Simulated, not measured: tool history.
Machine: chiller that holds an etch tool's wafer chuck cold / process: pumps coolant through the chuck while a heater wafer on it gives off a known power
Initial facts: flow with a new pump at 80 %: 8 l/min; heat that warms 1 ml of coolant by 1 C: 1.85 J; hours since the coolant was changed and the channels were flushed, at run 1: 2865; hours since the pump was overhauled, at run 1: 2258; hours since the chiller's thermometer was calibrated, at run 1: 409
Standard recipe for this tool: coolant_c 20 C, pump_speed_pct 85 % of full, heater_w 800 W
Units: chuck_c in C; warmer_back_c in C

run    hour  coolant_c  pump_speed_pct  heater_w  hours since the coolant was changed and the channels were flushed  hours since the pump was overhauled  hours since the chiller's thermometer was calibrated  chuck_c  warmer_back_c
  1     0.0         20              85       800                                                               2865                                 2258                                                   409    26.03           3.23
  2    58.5         20              85       800                                                               2923                                 2317                                                   467    26.11           3.22
  3   108.7         20              85       800                                                               2974                                 2367                                                   517    26.14           3.25
  4   143.4         20              85       800                                                               3008                                 2401                                                   552    26.13           3.26
  5   184.2         14              85       800                                                               3049                                 2442                                                   593    20.07           3.27
  6   250.1         14              85       800                                                               3115                                 2508                                                   659    20.24           3.22
  7   299.4         14              85       800                                                               3164                                 2557                                                   708    20.13           3.23
  8   353.7         14              85       800                                                               3219                                 2612                                                   762    20.02           3.25
  9   391.0         14              85       800                                                               3256                                 2649                                                   800    20.30           3.33
      397.3  -- chiller's thermometer calibrated
 10   455.1         14              85       800                                                               3319                                 2712                                                    58    20.18           3.27
 11   488.4         20              88       800                                                               3352                                 2745                                                    91    26.03           3.16
 12   514.9         20              85       800                                                               3379                                 2772                                                   118    26.19           3.28
 13   572.5         20              85       800                                                               3436                                 2830                                                   175    26.22           3.25
 14   624.9         27              85       800                                                               3489                                 2882                                                   228    33.28           3.29
      648.6  -- chiller's thermometer calibrated, once more
 15   682.5         11              85       975                                                               3545                                 2939                                                    34    18.51           4.03
 16   720.9         11              85       975                                                               3584                                 2977                                                    72    18.56           4.05
 17   764.8         11              85       975                                                               3628                                 3021                                                   116    18.56           4.06
 18   808.7         28              80       800                                                               3672                                 3065                                                   160    34.71           3.54
 19   842.6         28              80       800                                                               3706                                 3099                                                   194    34.54           3.54
 20   871.0         18              91       800                                                               3734                                 3127                                                   222    23.96           3.08
 21   908.8         18              91       800                                                               3772                                 3165                                                   260    24.02           3.07
 22   961.5         20              79       789                                                               3824                                 3218                                                   313    26.68           3.60
 23  1010.3         28              96       449                                                               3873                                 3266                                                   362    31.23           1.62
 24  1044.9         28              96       449                                                               3908                                 3301                                                   396    31.16           1.60
 25  1085.5         28              96       449                                                               3948                                 3342                                                   437    31.32           1.65

Each row is a separate what-if for the run after 25, all from the same tool condition, not one after another. Results?
  A  1143.5         28              96       917                                                               4006                                 3400                                                   495        ?              ?
  B  1143.5         18              63       508                                                               4006                                 3400                                                   495        ?              ?
  C  1143.5         28              69       449                                                               4006                                 3400                                                   495        ?              ?

run  chuck_c  warmer_back_c
  A    34.62           3.35
  B    23.27           2.98
  C    32.26           2.41
The same runs, with their run-to-run variation unchanged, on a tool lacking any hidden condition would have given:
run  chuck_c  warmer_back_c
  A    33.63           3.04
  B    22.49           2.70
  C    31.62           2.19
